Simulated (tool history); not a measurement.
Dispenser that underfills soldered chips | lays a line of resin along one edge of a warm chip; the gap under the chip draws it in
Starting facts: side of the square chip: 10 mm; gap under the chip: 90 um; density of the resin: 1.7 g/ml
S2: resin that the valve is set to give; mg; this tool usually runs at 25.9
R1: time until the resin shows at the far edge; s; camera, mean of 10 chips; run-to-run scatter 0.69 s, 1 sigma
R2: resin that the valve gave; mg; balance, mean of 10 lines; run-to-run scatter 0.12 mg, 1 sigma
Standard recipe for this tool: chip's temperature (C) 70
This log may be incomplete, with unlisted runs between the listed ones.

run 1 hour=0 | chip's_temperature_(C)=70 S2=25.9 | R1=99.8 R2=25.68
-- hour=3.2 new syringe of resin
run 2 hour=4 | chip's_temperature_(C)=70 S2=25.9 | R1=65.1 R2=25.46
run 3 hour=8.2 | chip's_temperature_(C)=70 S2=32.5 | R1=78.9 R2=31.61
run 4 hour=13.2 | chip's_temperature_(C)=70 S2=25.9 | R1=102.3 R2=25.32
-- hour=15.6 new syringe of resin
run 5 hour=16.9 | chip's_temperature_(C)=70 S2=26.4 | R1=65.2 R2=25.71
run 6 hour=21.6 | chip's_temperature_(C)=70 S2=26.4 | R1=84.3 R2=25.69
run 7 hour=25 | chip's_temperature_(C)=70 S2=26.4 | R1=96.9 R2=25.35
-- hour=28 new syringe of resin
run 8 hour=31.7 | chip's_temperature_(C)=70 S2=26.4 | R1=75 R2=25.29
run 9 hour=34.9 | chip's_temperature_(C)=70 S2=26.4 | R1=87.3 R2=25.46
-- hour=40.6 new syringe of resin
run 10 hour=41.5 | chip's_temperature_(C)=70 S2=26.4 | R1=65.6 R2=25.28
run 11 hour=46 | chip's_temperature_(C)=70 S2=25.9 | R1=81.2 R2=24.76
run 12 hour=49.3 | chip's_temperature_(C)=70 S2=25.9 | R1=93.3 R2=24.68
-- hour=53.2 new syringe of resin
run 13 hour=53.3 | chip's_temperature_(C)=70 S2=25.9 | R1=62.5 R2=24.75
run 14 hour=58.7 | chip's_temperature_(C)=63 S2=25.9 | R1=102.9 R2=24.25
run 15 hour=62.9 | chip's_temperature_(C)=60 S2=31.3 | R1=134.1 R2=29.17
-- hour=65.8 new syringe of resin
run 16 hour=65.9 | chip's_temperature_(C)=70 S2=23 | R1=66.1 R2=21.78
run 17 hour=71.3 | chip's_temperature_(C)=83 S2=27.3 | R1=56 R2=25.61
run 18 hour=77.5 | chip's_temperature_(C)=83 S2=27.3 | R1=76.6 R2=25.5
-- hour=78.3 new syringe of resin
run 19 hour=84.3 | chip's_temperature_(C)=83 S2=27.3 | R1=55.9 R2=25.19
run 20 hour=87.7 | chip's_temperature_(C)=81 S2=25.9 | R1=71.9 R2=24.11
-- hour=90.7 new syringe of resin
run 21 hour=91.2 | chip's_temperature_(C)=58 S2=27.5 | R1=96.4 R2=25.42
run 22 hour=96 | chip's_temperature_(C)=58 S2=27.5 | R1=123 R2=25.28
run 23 hour=99.3 | chip's_temperature_(C)=74 S2=28.3 | R1=85.9 R2=25.82
-- hour=103.3 new syringe of resin
run 24 hour=105.5 | chip's_temperature_(C)=61 S2=22 | R1=97.9 R2=20.17
run 25 hour=108.3 | chip's_temperature_(C)=66 S2=27.6 | R1=90.9 R2=25.18
run 26 hour=113.4 | chip's_temperature_(C)=80 S2=23.3 | R1=79 R2=21.19

Selected run-to-run steps in R1, each split into two signed amounts: the part the tool would show with no hidden state at all (from settings, incoming material and random variation), and the remainder, which goes to the hidden state together with any gauge scatter not common to the measured and the hidden-state-free results:
Hidden state present: resin's viscosity, % of fresh resin's; dose that the valve gives, % of what is set; true chip temperature over the reading, C; drift of the gauge itself on fill_s, %; drift of the gauge itself on given_mg, %.
Run 4 -> 5: S2 25.9 -> 26.4, new syringe of resin. R1 -37.1 s: hidden state -36.4, all else -0.7.
Run 13 -> 14: chip's temperature (C) 70 -> 63. R1 +40.4 s: hidden state +23.8, all else +16.6.
Run 15 -> 16: chip's temperature (C) 60 -> 70, S2 31.3 -> 23, new syringe of resin. R1 -68 s: hidden state -47.4, all else -20.6.

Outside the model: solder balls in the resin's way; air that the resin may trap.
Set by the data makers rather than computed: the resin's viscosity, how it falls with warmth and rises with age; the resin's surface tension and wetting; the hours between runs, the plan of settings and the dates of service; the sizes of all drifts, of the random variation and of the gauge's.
